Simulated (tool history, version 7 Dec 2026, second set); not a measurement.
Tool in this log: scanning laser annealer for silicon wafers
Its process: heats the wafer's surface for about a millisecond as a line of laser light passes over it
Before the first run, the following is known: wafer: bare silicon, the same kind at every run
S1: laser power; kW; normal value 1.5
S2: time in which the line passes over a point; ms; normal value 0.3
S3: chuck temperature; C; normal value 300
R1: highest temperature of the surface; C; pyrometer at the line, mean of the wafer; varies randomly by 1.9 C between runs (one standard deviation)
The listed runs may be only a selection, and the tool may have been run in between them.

Run 1, hour 0: usual settings. Result: R1 1071 C.
Run 2, hour 47.2: usual settings. Result: R1 1072 C.
Run 3, hour 91.5: usual settings. Result: R1 1065 C.
Run 4, hour 160: usual settings. Result: R1 1065 C.
Run 5, hour 197.3: usual settings. Result: R1 1064 C.
Run 6, hour 270.6: usual settings. Result: R1 1059 C.
Run 7, hour 333.2: usual settings. Result: R1 1056 C.
Run 8, hour 406.9: usual settings. Result: R1 1051 C.
Run 9, hour 440.2: usual settings. Result: R1 1051 C.
At hour 473.1: optics aligned, line set to its width.
Run 10, hour 485.3: usual settings. Result: R1 1068 C.
Run 11, hour 535.9: usual settings. Result: R1 1063 C.
Run 12, hour 608.4: usual settings but S3 267 C. Result: R1 1026 C.
Run 13, hour 668.7: usual settings but S3 265 C. Result: R1 1023 C.
At hour 701.3: window over the wafer cleaned.
Run 14, hour 713.8: usual settings but S1 1.302 kW. Result: R1 971 C.
Run 15, hour 765: usual settings but S1 1.428 kW, S2 0.346 ms. Result: R1 1100 C.
Run 16, hour 807.6: usual settings but S1 1.428 kW, S2 0.346 ms. Result: R1 1098 C.
Run 17, hour 874.9: usual settings but S2 0.344 ms, S3 313 C. Result: R1 1152 C.
Run 18, hour 933.5: usual settings but S2 0.344 ms, S3 313 C. Result: R1 1147 C.
Run 19, hour 1004.5: usual settings but S2 0.344 ms, S3 313 C. Result: R1 1146 C.
Run 20, hour 1056.1: usual settings but S1 1.59 kW, S3 323 C. Result: R1 1160 C.
Run 21, hour 1134.3: usual settings but S1 1.59 kW, S2 0.282 ms, S3 323 C. Result: R1 1134 C.
Run 22, hour 1182.1: usual settings but S1 1.426 kW, S3 276 C. Result: R1 1006 C.
Run 23, hour 1227.7: usual settings but S1 1.579 kW, S3 328 C. Result: R1 1148 C.
Run 24, hour 1267.4: usual settings but S1 1.311 kW, S3 303 C. Result: R1 956 C.
Run 25, hour 1325.1: usual settings but S1 1.311 kW, S2 0.312 ms, S3 303 C. Result: R1 966 C.
Run 26, hour 1378.5: usual settings but S1 1.506 kW, S2 0.321 ms, S3 265 C. Result: R1 1058 C.
Run 27, hour 1437: usual settings but S1 1.506 kW, S2 0.316 ms, S3 265 C. Result: R1 1046 C.
Run 28, hour 1499.4: usual settings but S1 1.337 kW, S2 0.215 ms, S3 302 C. Result: R1 875 C.

Below are 5 alternative next runs, each starting from the tool's condition after run 28. Predict each:
At hour 1571.5: window over the wafer cleaned.
Run A, hour 1571.5: usual settings but S2 0.284 ms. Result: R1 ?.
At hour 1571.5: window over the wafer cleaned.
Run B, hour 1571.5: usual settings but S2 0.23 ms, S3 307 C. Result: R1 ?.
At hour 1571.5: window over the wafer cleaned.
Run C, hour 1571.5: usual settings but S1 1.526 kW, S2 0.343 ms, S3 326 C. Result: R1 ?.
At hour 1571.5: window over the wafer cleaned.
Run D, hour 1571.5: usual settings but S1 1.337 kW, S2 0.224 ms, S3 327 C. Result: R1 ?.
At hour 1571.5: window over the wafer cleaned.
Run E, hour 1571.5: usual settings but S1 1.302 kW, S2 0.346 ms, S3 315 C. Result: R1 ?.

run    R1
  A  1077
  B  1020
  C  1187
  D   936
  E  1026
The same runs, with their run-to-run variation unchanged, on a tool lacking any hidden condition would have given:
run    R1
  A  1077
  B  1020
  C  1188
  D   936
  E  1026
